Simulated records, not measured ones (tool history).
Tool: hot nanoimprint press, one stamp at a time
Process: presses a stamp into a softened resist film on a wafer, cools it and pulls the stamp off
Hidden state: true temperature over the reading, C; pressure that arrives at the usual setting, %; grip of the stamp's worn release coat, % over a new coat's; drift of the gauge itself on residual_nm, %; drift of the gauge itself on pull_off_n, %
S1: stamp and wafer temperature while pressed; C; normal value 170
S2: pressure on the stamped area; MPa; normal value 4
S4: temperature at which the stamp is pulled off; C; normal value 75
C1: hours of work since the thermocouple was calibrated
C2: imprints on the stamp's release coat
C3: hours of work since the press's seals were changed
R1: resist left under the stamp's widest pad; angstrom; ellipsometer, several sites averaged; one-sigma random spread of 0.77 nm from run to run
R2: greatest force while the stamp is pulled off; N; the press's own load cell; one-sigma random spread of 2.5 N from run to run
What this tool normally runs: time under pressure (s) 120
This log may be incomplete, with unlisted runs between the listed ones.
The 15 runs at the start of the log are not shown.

Run 16, day 15.258: usual settings but S2 4.64 MPa, S4 78 C; C1 150; C2 227; C3 346. Result: R1 1153 angstrom, R2 108 N.
Run 17, day 15.958: usual settings but S2 4.64 MPa, S4 78 C; C1 161; C2 299; C3 357. Result: R1 1172 angstrom, R2 110 N.
Run 18, day 16.917: usual settings but S2 2.86 MPa, S4 82 C; C1 176; C2 396; C3 372. Result: R1 1402 angstrom, R2 100 N.
Run 19, day 18.2: usual settings but S4 79 C; C1 196; C2 526; C3 393. Result: R1 1242 angstrom, R2 116 N.
Run 20, day 19.088: usual settings but S4 79 C; C1 210; C2 616; C3 407. Result: R1 1234 angstrom, R2 114 N.
Run 21, day 19.688: usual settings but S1 160 C, S4 79 C; C1 219; C2 677; C3 416. Result: R1 1996 angstrom, R2 114 N.
Run 22, day 20.779: usual settings but S1 165 C, S2 2.87 MPa, S4 65 C; C1 237; C2 788; C3 433. Result: R1 1792 angstrom, R2 165 N.
Run 23, day 21.721: usual settings but S1 165 C, S2 2.87 MPa, S4 65 C; C1 251; C2 883; C3 448. Result: R1 1778 angstrom, R2 172 N.
Run 24, day 22.358: usual settings but S2 5.47 MPa, time under pressure (s) 214, S4 74 C; C1 261; C2 948; C3 458. Result: R1 819 angstrom, R2 138 N.
Run 25, day 23.617: usual settings but S2 2.49 MPa, time under pressure (s) 123, S4 72 C; C1 281; C2 1076; C3 478. Result: R1 1469 angstrom, R2 147 N.

Run 26 comes next. What will it give?
Run 26, day 24.567: usual settings but S2 2.49 MPa, time under pressure (s) 123, S4 72 C; C1 296; C2 1173; C3 493. Result: R1 ?, R2 ?.

Run 26 measured R1 1473 angstrom, R2 160 N.
With no hidden state in the tool, this same run would have given R1 1515 angstrom, R2 123 N.

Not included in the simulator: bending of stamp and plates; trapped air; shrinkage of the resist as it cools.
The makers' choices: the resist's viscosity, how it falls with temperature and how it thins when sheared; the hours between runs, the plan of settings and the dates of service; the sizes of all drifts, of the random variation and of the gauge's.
